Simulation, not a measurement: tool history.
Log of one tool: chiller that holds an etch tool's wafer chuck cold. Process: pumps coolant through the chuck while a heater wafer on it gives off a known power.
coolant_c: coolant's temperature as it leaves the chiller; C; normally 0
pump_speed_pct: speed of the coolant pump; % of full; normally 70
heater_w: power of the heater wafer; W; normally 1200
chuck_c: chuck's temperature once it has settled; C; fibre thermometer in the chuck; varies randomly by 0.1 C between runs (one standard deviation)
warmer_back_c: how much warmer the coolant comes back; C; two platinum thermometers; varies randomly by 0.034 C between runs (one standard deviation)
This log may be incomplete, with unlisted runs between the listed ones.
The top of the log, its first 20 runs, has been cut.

run    hour  coolant_c  pump_speed_pct  heater_w  chuck_c  warmer_back_c
 21  2588.4          0              75       863      8.4           3.93
 22  2746.5         -6              70      1595     10.4           7.81
 23  2819.8         10              82      1299     22.2           5.37
 24  2908.2         -3              78       947      6.0           4.08
 25  3065.4         -3              78       947      6.3           4.19
 26  3198.1         -1              78       947      8.3           4.19
 27  3336.1         -1              78       947      8.3           4.17
 28  3410.3          1              67      1438     16.7           7.50
 29  3575.5         -2              66       762      6.5           4.00
 30  3679.4          6              70      1200     19.0           6.06
 31  3819.0        -10              74      1200      2.5           5.69
 32  3906.0        -10              74      1200      2.6           5.65

Below are 3 alternative next runs, each starting from the tool's condition after run 32. Predict each:
  A  4053.3          6              70      1378        ?              ?
  B  4053.3          3              73      1375        ?              ?
  C  4053.3          0              84      1200        ?              ?

run  chuck_c  warmer_back_c
  A     21.0           6.87
  B     17.5           6.60
  C     11.4           4.97
Take away the tool's hidden state, keep each run's random variation, and the runs would have read:
run  chuck_c  warmer_back_c
  A     17.8           6.21
  B     14.4           5.97
  C      8.9           4.49

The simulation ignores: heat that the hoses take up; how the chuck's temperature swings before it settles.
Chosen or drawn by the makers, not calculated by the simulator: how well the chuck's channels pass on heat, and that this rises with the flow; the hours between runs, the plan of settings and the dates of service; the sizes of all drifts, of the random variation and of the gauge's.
